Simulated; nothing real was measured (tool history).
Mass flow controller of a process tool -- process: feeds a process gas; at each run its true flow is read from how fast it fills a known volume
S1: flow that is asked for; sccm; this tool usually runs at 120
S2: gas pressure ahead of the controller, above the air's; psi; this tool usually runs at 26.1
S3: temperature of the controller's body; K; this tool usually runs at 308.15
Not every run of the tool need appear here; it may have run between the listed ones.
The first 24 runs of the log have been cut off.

{"run": 25, "hour": 8181.8, "S1": 24, "S2": 22.6, "S3": 308.15, "true flow (%)": 96.33}
{"run": 26, "hour": 8666.7, "S1": 167, "S2": 20.9, "S3": 308.15, "true flow (%)": 99.31}
{"run": 27, "hour": 8905.9, "S1": 167, "S2": 20.9, "S3": 308.15, "true flow (%)": 99.18}
{"run": 28, "hour": 9283.2, "S1": 135, "S2": 26.1, "S3": 301.15, "true flow (%)": 98.3}
{"run": 29, "hour": 9529.8, "S1": 135, "S2": 26.1, "S3": 301.15, "true flow (%)": 98.21}
{"run": 30, "hour": 9727.8, "S1": 135, "S2": 26.1, "S3": 301.15, "true flow (%)": 98.13}
{"run": 31, "hour": 9980.9, "S1": 120, "S2": 29.7, "S3": 306.15, "true flow (%)": 98.14}
{"run": 32, "hour": 10206.2, "S1": 50, "S2": 32.1, "S3": 308.15, "true flow (%)": 96.92}
{"hour": 10533.4, "done": "controller's zero set anew"}
{"run": 33, "hour": 10533.4, "S1": 129, "S2": 24.4, "S3": 305.15, "true flow (%)": 99.04}
{"run": 34, "hour": 10959.5, "S1": 129, "S2": 24.4, "S3": 305.15, "true flow (%)": 98.84}
{"run": 35, "hour": 11311.8, "S1": 175, "S2": 27.8, "S3": 309.15, "true flow (%)": 99.21}

Each row is a separate what-if for the run after 35, all from the same tool condition, not one after another. Results?
{"run": "A", "hour": 11635.5, "S1": 164, "S2": 25.4, "S3": 297.15, "true flow (%)": "?"}
{"run": "B", "hour": 11635.5, "S1": 82, "S2": 35, "S3": 308.15, "true flow (%)": "?"}
{"run": "C", "hour": 11635.5, "S1": 120, "S2": 20.3, "S3": 308.15, "true flow (%)": "?"}
{"run": "D", "hour": 11635.5, "S1": 120, "S2": 23.1, "S3": 295.15, "true flow (%)": "?"}
{"run": "E", "hour": 11635.5, "S1": 78, "S2": 27.8, "S3": 297.15, "true flow (%)": "?"}

run=A true_flow_(%)=98.47
run=B true_flow_(%)=98.24
run=C true_flow_(%)=99.07
run=D true_flow_(%)=98.1
run=E true_flow_(%)=97.78
With the hidden condition removed and each run's random variation left untouched, the same runs would have given:
run=A true_flow_(%)=99.92
run=B true_flow_(%)=99.81
run=C true_flow_(%)=100.56
run=D true_flow_(%)=99.59
run=E true_flow_(%)=99.36
